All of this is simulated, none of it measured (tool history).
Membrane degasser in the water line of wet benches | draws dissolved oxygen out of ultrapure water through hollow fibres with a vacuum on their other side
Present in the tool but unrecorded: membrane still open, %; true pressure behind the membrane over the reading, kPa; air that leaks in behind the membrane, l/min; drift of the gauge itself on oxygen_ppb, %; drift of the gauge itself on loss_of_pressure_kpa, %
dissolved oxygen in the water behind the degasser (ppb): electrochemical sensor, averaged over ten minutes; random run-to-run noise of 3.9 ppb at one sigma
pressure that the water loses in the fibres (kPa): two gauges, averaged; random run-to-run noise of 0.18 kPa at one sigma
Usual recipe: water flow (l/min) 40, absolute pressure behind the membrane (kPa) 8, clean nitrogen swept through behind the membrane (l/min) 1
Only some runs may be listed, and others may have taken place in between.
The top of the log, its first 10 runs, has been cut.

run    hour  water flow (l/min)  absolute pressure behind the membrane (kPa)  clean nitrogen swept through behind the membrane (l/min)  hours since the membrane was changed  hours since the vacuum gauge was calibrated  hours since the vacuum lines were made tight  dissolved oxygen in the water behind the degasser (ppb)  pressure that the water loses in the fibres (kPa)
 11   980.5                  40                                         8.01                                                         1                                  4395                                         4907                                         10521                                                    419.4                                              36.79
 12    1077                  40                                         8.01                                                      0.48                                  4491                                         5003                                         10618                                                    688.9                                              36.48
 13  1157.9                  40                                        11.45                                                      0.48                                  4572                                         5084                                         10699                                                   1068.4                                              37.06
 14  1210.2                  51                                        11.45                                                      0.48                                  4625                                         5137                                         10751                                                     1261                                              46.83
     1258.3  -- seals of the vacuum lines changed
 15    1334                  51                                        11.45                                                      0.48                                  4746                                         5258                                            76                                                   1292.5                                              46.93
 16    1459                  63                                        11.45                                                      0.48                                  4871                                         5383                                           201                                                     1433                                              57.81
 17  1536.8                  59                                        11.45                                                      0.48                                  4949                                         5461                                           279                                                   1383.4                                              54.38
 18  1647.8                  59                                        11.45                                                      0.48                                  5060                                         5572                                           389                                                   1388.8                                              54.16
 19  1753.3                  58                                            8                                                         1                                  5166                                         5678                                           495                                                    566.8                                              53.46
 20  1824.2                  58                                            8                                                         1                                  5237                                         5749                                           566                                                    570.6                                              53.67
 21  1917.9                  40                                        11.97                                                      2.33                                  5330                                         5842                                           660                                                    355.6                                              37.01
 22  2039.6                  40                                        11.97                                                      2.33                                  5452                                         5964                                           781                                                    363.2                                              36.97
 23  2164.8                  40                                        11.97                                                      2.33                                  5577                                         6089                                           907                                                    360.2                                              36.68
 24  2273.7                  47                                         7.63                                                      1.07                                  5686                                         6198                                          1015                                                    426.8                                              43.42
 25  2379.1                  40                                         6.29                                                         1                                  5791                                         6304                                          1121                                                    293.2                                              37.16
 26  2503.5                  28                                         9.64                                                      0.54                                  5916                                         6428                                          1245                                                    648.4                                              25.82
 27    2626                  28                                         9.64                                                      0.54                                  6038                                         6550                                          1368                                                    641.7                                              25.96
 28  2756.2                  32                                         9.31                                                      0.63                                  6169                                         6681                                          1498                                                    613.1                                              29.84
 29  2881.8                  25                                        14.24                                                         1                                  6294                                         6806                                          1624                                                    594.1                                              23.23
 30  2948.1                  25                                        14.24                                                         1                                  6360                                         6873                                          1690                                                    590.6                                              23.05
 31  3030.8                  35                                        14.24                                                      0.52                                  6443                                         6955                                          1773                                                   1225.7                                              32.18

Predict each of these 3 candidate next runs independently; none follows another, all start after run 31:
  A  3118.6                  35                                         9.44                                                      0.52                                  6531                                         7043                                          1860                                                        ?                                                  ?
  B  3118.6                  40                                        13.28                                                      2.14                                  6531                                         7043                                          1860                                                        ?                                                  ?
  C  3118.6                  36                                         7.69                                                      0.52                                  6531                                         7043                                          1860                                                        ?                                                  ?

run  dissolved oxygen in the water behind the degasser (ppb)  pressure that the water loses in the fibres (kPa)
  A                                                    752.1                                              32.23
  B                                                      444                                              37.02
  C                                                    586.8                                              32.95
Without the tool's unlogged condition, the same runs would have read:
run  dissolved oxygen in the water behind the degasser (ppb)  pressure that the water loses in the fibres (kPa)
  A                                                    699.2                                              31.27
  B                                                    421.8                                              35.92
  C                                                    530.2                                              31.96
